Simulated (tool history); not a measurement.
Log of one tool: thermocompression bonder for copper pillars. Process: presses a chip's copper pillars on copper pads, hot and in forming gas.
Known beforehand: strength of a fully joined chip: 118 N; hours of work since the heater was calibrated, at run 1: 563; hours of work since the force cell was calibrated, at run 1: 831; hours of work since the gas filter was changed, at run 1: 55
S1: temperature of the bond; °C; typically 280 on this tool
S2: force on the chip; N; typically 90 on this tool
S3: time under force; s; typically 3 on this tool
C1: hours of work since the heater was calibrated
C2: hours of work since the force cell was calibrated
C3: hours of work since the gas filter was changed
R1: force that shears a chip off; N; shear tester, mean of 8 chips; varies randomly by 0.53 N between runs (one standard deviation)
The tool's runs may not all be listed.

Run 1, hour 0.0: usual settings; C1 563; C2 831; C3 55. Result: R1 59.0 N.
Run 2, hour 58.9: usual settings but S1 293 °C; C1 605; C2 872; C3 97. Result: R1 67.7 N.
At hour 76.7: forming gas filter changed.
Run 3, hour 100.4: usual settings but S1 293 °C; C1 634; C2 901; C3 17. Result: R1 70.3 N.
Run 4, hour 150.3: usual settings; C1 669; C2 936; C3 52. Result: R1 60.1 N.
At hour 235.8: forming gas filter changed.
Run 5, hour 237.3: usual settings but S2 96 N; C1 730; C2 997; C3 1. Result: R1 66.0 N.
Run 6, hour 277.9: usual settings; C1 759; C2 1026; C3 30. Result: R1 59.9 N.
Run 7, hour 357.2: usual settings; C1 814; C2 1082; C3 86. Result: R1 59.7 N.
At hour 393.5: forming gas filter changed.
Run 8, hour 444.7: usual settings but S1 307 °C; C1 876; C2 1143; C3 36. Result: R1 82.1 N.
Run 9, hour 509.7: usual settings; C1 922; C2 1189; C3 82. Result: R1 61.1 N.
At hour 550.5: forming gas filter changed.
Run 10, hour 581.1: usual settings; C1 972; C2 1239; C3 22. Result: R1 63.2 N.
Run 11, hour 648.6: usual settings; C1 1019; C2 1287; C3 69. Result: R1 60.5 N.
At hour 705.8: forming gas filter changed.
Run 12, hour 713.9: usual settings; C1 1065; C2 1332; C3 6. Result: R1 64.0 N.
At hour 727.5: force cell calibrated.
Run 13, hour 750.6: usual settings; C1 1090; C2 16; C3 31. Result: R1 59.3 N.
Run 14, hour 815.6: usual settings but S1 285 °C, S2 77 N, S3 2 s; C1 1136; C2 62; C3 76. Result: R1 45.8 N.
At hour 864.9: forming gas filter changed.
Run 15, hour 870.7: usual settings but S1 278 °C, S2 77 N, S3 2 s; C1 1174; C2 101; C3 4. Result: R1 43.2 N.
Run 16, hour 935.3: usual settings but S1 276 °C, S2 71 N, S3 2 s; C1 1220; C2 146; C3 50. Result: R1 38.3 N.
Run 17, hour 982.3: usual settings but S1 269 °C, S2 100 N, S3 9 s; C1 1253; C2 179; C3 83. Result: R1 77.2 N.
At hour 1019.6: forming gas filter changed.
Run 18, hour 1060.4: usual settings but S1 269 °C, S2 100 N, S3 9 s; C1 1308; C2 234; C3 29. Result: R1 79.9 N.
Run 19, hour 1126.3: usual settings but S1 269 °C, S2 100 N, S3 9 s; C1 1354; C2 281; C3 75. Result: R1 78.2 N.
At hour 1177.2: forming gas filter changed.
Run 20, hour 1197.5: usual settings but S1 254 °C, S2 68 N, S3 8 s; C1 1404; C2 330; C3 14. Result: R1 45.9 N.
Run 21, hour 1258.0: usual settings but S1 269 °C, S2 118 N, S3 2 s; C1 1447; C2 373; C3 57. Result: R1 57.8 N.
At hour 1292.4: heater calibrated with a thermocouple chip.
Run 22, hour 1320.8: usual settings but S2 55 N; C1 20; C2 416; C3 100. Result: R1 32.7 N.
At hour 1333.9: forming gas filter changed.
Run 23, hour 1382.9: usual settings but S2 55 N; C1 63; C2 459; C3 35. Result: R1 34.2 N.
Run 24, hour 1460.0: usual settings but S3 5 s; C1 118; C2 514; C3 89. Result: R1 65.7 N.
At hour 1491.1: forming gas filter changed.
Run 25, hour 1495.8: usual settings but S1 252 °C, S2 71 N, S3 4 s; C1 143; C2 539; C3 3. Result: R1 32.8 N.
Run 26, hour 1533.4: usual settings but S1 252 °C, S2 71 N, S3 4 s; C1 169; C2 565; C3 30. Result: R1 33.4 N.

A few steps of R1 between consecutive runs. Split each: what settings, incoming material and random variation would produce without the hidden state, and what is left over for the hidden state, along with gauge scatter present in only one of the two compared results (measured, and without hidden state):
What the log doesn't record here: true temperature of the bond over the reading, C; force that reaches the chip, % of what is set; oxide that the forming gas leaves, % of the face; drift of the gauge itself on shear_n, %.
Run 12 -> 13: force cell calibrated. R1 -4.7 N: hidden state -4.8, all else +0.1.
Run 16 -> 17: S1 276 -> 269, S2 71 -> 100, S3 2 -> 9. R1 +38.9 N: hidden state -1.6, all else +40.5.
Run 21 -> 22: S1 269 -> 280, S2 118 -> 55, S3 2 -> 3, heater calibrated with a thermocouple chip. R1 -25.1 N: hidden state -4.4, all else -20.7.
Run 24 -> 25: S1 280 -> 252, S2 90 -> 71, S3 5 -> 4, forming gas filter changed. R1 -32.9 N: hidden state +3.4, all else -36.3.
